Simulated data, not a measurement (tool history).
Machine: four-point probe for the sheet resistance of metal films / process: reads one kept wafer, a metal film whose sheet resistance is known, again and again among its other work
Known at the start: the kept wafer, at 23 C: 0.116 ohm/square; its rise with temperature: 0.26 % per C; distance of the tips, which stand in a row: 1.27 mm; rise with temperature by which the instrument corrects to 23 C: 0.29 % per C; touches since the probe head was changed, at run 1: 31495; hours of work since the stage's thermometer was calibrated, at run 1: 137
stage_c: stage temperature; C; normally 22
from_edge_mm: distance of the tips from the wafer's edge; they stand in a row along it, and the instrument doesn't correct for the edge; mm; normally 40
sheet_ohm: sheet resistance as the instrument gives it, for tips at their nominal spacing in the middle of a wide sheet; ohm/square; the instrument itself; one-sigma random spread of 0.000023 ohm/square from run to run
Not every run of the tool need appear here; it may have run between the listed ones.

run   hour  stage_c  from_edge_mm  touches since the probe head was changed  hours of work since the stage's thermometer was calibrated  sheet_ohm
  1      0       22            40                                     31495                                                         137   0.116109
  2   24.7       22            40                                     32929                                                         154   0.116104
  3   43.2       22            40                                     34003                                                         167   0.116072
  4   69.1       22            40                                     35507                                                         185   0.116124
  5   93.9       22            40                                     36946                                                         202   0.116104
  6  123.9       22            40                                     38688                                                         223   0.116066
  7  154.1       22            40                                     40441                                                         244   0.116097
  8  174.9       22            40                                     41651                                                         258   0.116166
  9  200.4       22            51                                     43133                                                         276   0.116066
 10  231.4       22            51                                     44931                                                         298   0.116057
 11  261.8       22            20                                     46699                                                         319   0.116267
 12    280       22            20                                     47754                                                         331   0.116266
 13  308.9       22            20                                     49432                                                         351   0.116287
 14  331.1       22             5                                     50723                                                         367   0.119908
 15  354.2       22            40                                     52062                                                         383   0.116119
 16  386.3       22            40                                     53925                                                         405   0.116096
 17  417.9       22            40                                     55764                                                         427   0.116127
 18  433.5       23            38                                     56666                                                         438   0.116081
 19    450       30            40                                     57627                                                         449   0.115774
 20  477.9       23             9                                     59246                                                         469     0.1172
 21  503.8       20            19                                     60748                                                         486   0.116439
 22  518.8       29            39                                     61623                                                         497   0.115818
 23  541.6       29            39                                     62943                                                         513   0.115868
 24  573.7       22            31                                     64810                                                         535   0.116142
 25  588.8       22            31                                     65688                                                         545   0.116154
 26  620.3       30            28                                     67515                                                         567   0.115846
 27  638.8       30             5                                     68589                                                         580   0.119615

Run 28 comes next. What will it give?
 28  666.6       22            10                                     70200                                                         599          ?

Run 28 gave sheet_ohm 0.117025 ohm/square.
If the tool had no hidden condition, the same run with the same run-to-run variation would have returned sheet_ohm 0.117035 ohm/square.
